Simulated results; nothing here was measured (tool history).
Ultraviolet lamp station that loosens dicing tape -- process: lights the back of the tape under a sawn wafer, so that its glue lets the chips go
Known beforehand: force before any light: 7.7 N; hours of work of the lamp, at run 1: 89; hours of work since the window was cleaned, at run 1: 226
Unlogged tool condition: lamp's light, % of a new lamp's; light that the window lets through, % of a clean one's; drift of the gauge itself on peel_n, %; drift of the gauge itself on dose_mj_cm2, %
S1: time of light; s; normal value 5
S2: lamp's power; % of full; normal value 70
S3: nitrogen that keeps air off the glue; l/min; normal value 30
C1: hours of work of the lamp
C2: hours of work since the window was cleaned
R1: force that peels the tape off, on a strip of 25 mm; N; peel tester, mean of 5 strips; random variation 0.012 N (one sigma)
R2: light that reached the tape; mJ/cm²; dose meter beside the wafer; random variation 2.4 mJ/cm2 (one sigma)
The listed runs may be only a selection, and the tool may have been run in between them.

run,day,S1,S2,S3,C1,C2,R1,R2
1,0.000,5,70,30,89,226,0.785,213
2,0.388,5,70,30,93,231,0.767,210
3,0.779,5,70,30,98,235,0.794,212
4,1.021,8,70,30,101,238,0.345,332
5,1.204,8,70,30,103,240,0.366,338
6,1.467,8,70,17,106,243,0.533,336
7,1.733,5,70,30,109,246,0.811,207
8,1.933,5,70,30,111,248,0.838,208
9,2.162,5,70,30,113,250,0.821,206
# day 2.258: window cleaned of glue's vapour
10,2.596,5,64,30,118,4,0.749,214
11,2.854,5,64,30,121,7,0.742,215
12,3.054,5,64,30,123,9,0.773,214
13,3.438,5,70,19,127,13,0.952,232
14,3.812,5,70,30,132,17,0.651,234
15,4.071,5,70,30,134,20,0.655,231
16,4.483,2,70,30,139,25,2.656,88
17,4.850,5,76,30,143,29,0.600,248
18,5.104,5,76,30,146,32,0.591,250
19,5.500,5,76,30,150,36,0.593,247
20,5.771,4,66,30,154,39,1.161,170
21,6.108,4,66,30,157,43,1.162,169
22,6.496,4,60,30,162,47,1.296,151
23,6.796,5,97,30,165,51,0.399,308
24,6.992,4,64,18,167,53,1.708,165
25,7.346,8,71,43,171,57,0.268,359
26,7.650,7,71,43,175,60,0.314,317
27,7.888,8,61,42,177,63,0.330,304
28,8.279,9,61,13,182,67,0.615,346
29,8.558,5,86,26,185,71,0.551,272
30,8.779,2,79,20,187,73,3.020,97
31,9.154,2,98,20,191,77,2.396,126
32,9.462,7,70,30,195,81,0.421,301
33,9.833,5,96,23,199,85,0.520,297
34,10.071,5,80,23,202,87,0.748,249
35,10.425,5,80,25,206,91,0.716,247
36,10.608,5,80,25,208,94,0.715,244

Each row is a separate what-if for the run after 36, all from the same tool condition, not one after another. Results?
A,10.892,2,63,17,211,97,?,?
B,10.892,5,76,33,211,97,?,?
C,10.892,5,80,52,211,97,?,?
D,10.892,3,80,13,211,97,?,?

run,R1,R2
A,3.793,78
B,0.640,232
C,0.404,241
D,2.461,143
Had the tool no hidden state, the same runs would have come out as:
run,R1,R2
A,3.322,93
B,0.470,277
C,0.312,288
D,1.987,171

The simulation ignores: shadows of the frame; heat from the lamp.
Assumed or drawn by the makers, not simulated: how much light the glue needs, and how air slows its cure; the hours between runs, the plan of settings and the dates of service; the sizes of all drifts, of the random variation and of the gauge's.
